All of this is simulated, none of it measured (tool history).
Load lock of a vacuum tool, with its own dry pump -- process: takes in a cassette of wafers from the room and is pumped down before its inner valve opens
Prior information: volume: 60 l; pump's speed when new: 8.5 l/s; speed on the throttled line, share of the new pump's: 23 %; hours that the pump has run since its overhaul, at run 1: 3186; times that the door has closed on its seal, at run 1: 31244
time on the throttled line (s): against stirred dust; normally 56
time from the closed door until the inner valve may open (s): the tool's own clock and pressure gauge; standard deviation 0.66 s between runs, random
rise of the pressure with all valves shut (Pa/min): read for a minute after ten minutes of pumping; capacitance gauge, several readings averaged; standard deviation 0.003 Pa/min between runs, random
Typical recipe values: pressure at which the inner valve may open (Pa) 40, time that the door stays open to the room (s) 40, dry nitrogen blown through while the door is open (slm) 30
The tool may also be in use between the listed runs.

run    hour  time on the throttled line (s)  pressure at which the inner valve may open (Pa)  time that the door stays open to the room (s)  dry nitrogen blown through while the door is open (slm)  hours that the pump has run since its overhaul  times that the door has closed on its seal  incoming humidity of the room's air, %  time from the closed door until the inner valve may open (s)  rise of the pressure with all valves shut (Pa/min)
  1     0.0                              56                                               40                                             40                                                       30                                            3186                                       31244                                    44.7                                                         102.0                                               0.264
  2   316.0                              56                                               40                                             40                                                       30                                            3502                                       31957                                    47.4                                                         103.1                                               0.277
  3   510.2                              56                                               40                                             40                                                       30                                            3697                                       32396                                    45.1                                                         102.8                                               0.285
  4   750.7                              56                                               40                                             40                                                       30                                            3937                                       32938                                    39.6                                                         102.6                                               0.290
  5  1184.9                              56                                               40                                             40                                                       30                                            4371                                       33918                                    46.0                                                         103.6                                               0.309
  6  1569.0                              45                                               40                                             40                                                       30                                            4756                                       34786                                    43.4                                                          95.4                                               0.314
  7  1905.0                              50                                               40                                             40                                                       30                                            5091                                       35544                                    45.9                                                         101.2                                               0.326
  8  2333.3                              50                                               40                                             40                                                       30                                            5520                                       36511                                    42.9                                                         100.4                                               0.342
  9  2810.7                              50                                               40                                             40                                                       30                                            5997                                       37588                                    43.6                                                         100.7                                               0.345
 10  3280.0                              50                                               40                                             40                                                       30                                            6466                                       38648                                    48.8                                                         102.8                                               0.366
 11  3696.3                              50                                               40                                             40                                                       30                                            6883                                       39588                                    45.3                                                         102.3                                               0.379
 12  4167.7                              50                                               40                                            187                                                       41                                            7354                                       40652                                    43.5                                                         104.0                                               0.413
 13  4418.1                              48                                               39                                             66                                                       30                                            7605                                       41217                                    44.6                                                         103.8                                               0.402
 14  4651.0                              48                                               39                                             66                                                       30                                            7838                                       41743                                    44.9                                                         103.4                                               0.426
 15  5130.2                             100                                               40                                             40                                                       12                                            8317                                       42824                                    43.5                                                         141.5                                               0.438

Each run again, without the hidden state but with its own random variation kept:
Unlogged tool condition in this case: pump's speed, % of a new pump's; leak at the door's seal, Pa l/s; drift of the gauge itself on ready_s, %; drift of the gauge itself on rise_pa_min, %.
run  time from the closed door until the inner valve may open (s)  rise of the pressure with all valves shut (Pa/min)
  1                                                          98.2                                               0.022
  2                                                          98.8                                               0.025
  3                                                          98.1                                               0.024
  4                                                          97.6                                               0.019
  5                                                          98.0                                               0.026
  6                                                          88.9                                               0.022
  7                                                          94.3                                               0.026
  8                                                          92.8                                               0.024
  9                                                          92.4                                               0.018
 10                                                          93.6                                               0.026
 11                                                          92.5                                               0.022
 12                                                          93.2                                               0.038
 13                                                          92.4                                               0.021
 14                                                          91.6                                               0.030
 15                                                         132.2                                               0.032
